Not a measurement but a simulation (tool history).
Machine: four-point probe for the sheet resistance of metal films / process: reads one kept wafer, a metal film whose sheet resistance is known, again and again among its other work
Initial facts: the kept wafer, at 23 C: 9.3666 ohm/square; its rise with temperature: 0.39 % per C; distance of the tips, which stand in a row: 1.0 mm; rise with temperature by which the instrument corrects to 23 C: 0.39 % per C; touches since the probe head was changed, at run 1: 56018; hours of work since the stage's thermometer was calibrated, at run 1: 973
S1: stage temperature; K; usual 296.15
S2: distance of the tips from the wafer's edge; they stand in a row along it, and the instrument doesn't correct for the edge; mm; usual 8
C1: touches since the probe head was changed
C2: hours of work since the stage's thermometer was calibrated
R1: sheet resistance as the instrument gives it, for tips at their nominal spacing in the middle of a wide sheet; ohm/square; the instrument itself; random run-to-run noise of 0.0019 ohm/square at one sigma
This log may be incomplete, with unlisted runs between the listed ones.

run	hour	S1	S2	C1	C2	R1
1	0	296.15	8	56018	973	9.450149
2	29	296.15	8	57220	991	9.452089
3	73.9	304.15	8	59084	1019	9.451864
4	116.3	304.15	8	60846	1046	9.451602
5	161.2	304.15	8	62709	1074	9.455288
6	184.4	296.15	8	63672	1089	9.461086
7	215.6	296.15	8	64971	1109	9.459511
8	239.8	296.15	8	65973	1124	9.460258
9	284.2	296.15	10	67817	1152	9.434561
10	304.6	296.15	10	68662	1165	9.431878
11	327.2	303.15	8	69602	1179	9.460568
12	359.8	303.15	8	70957	1200	9.462244
13	380.5	297.15	5	71813	1213	9.586081
14	418.5	297.15	5	73394	1237	9.585173
15	439.5	295.15	29	74263	1250	9.394167
16	483.9	300.15	51	76109	1278	9.388218
# hour 488.3: new probe head fitted
17	518.3	293.15	40	1244	1299	9.425427
18	541.4	301.15	5	2206	1314	9.616172
19	576	301.15	5	3640	1336	9.615942
20	612.6	296.15	50	5160	1359	9.42308
21	645.4	296.15	50	6522	1380	9.425363
22	677.2	293.15	73	7842	1400	9.426235
23	705.1	296.15	4	8999	1417	9.734109
24	727.1	299.15	21	9913	1431	9.432152

Here are 5 independent what-if runs from the current tool condition. What would each one return?
A	746.6	300.15	8	10725	1444	?
B	746.6	300.15	12	10725	1444	?
C	746.6	297.15	4	10725	1444	?
D	746.6	296.15	8	10725	1444	?
E	746.6	298.15	13	10725	1444	?

run	R1
A	9.502466
B	9.460002
C	9.730084
D	9.500701
E	9.453086
Had the tool no hidden state, the same runs would have come out as:
run	R1
A	9.443325
B	9.401107
C	9.669485
D	9.441393
E	9.394145
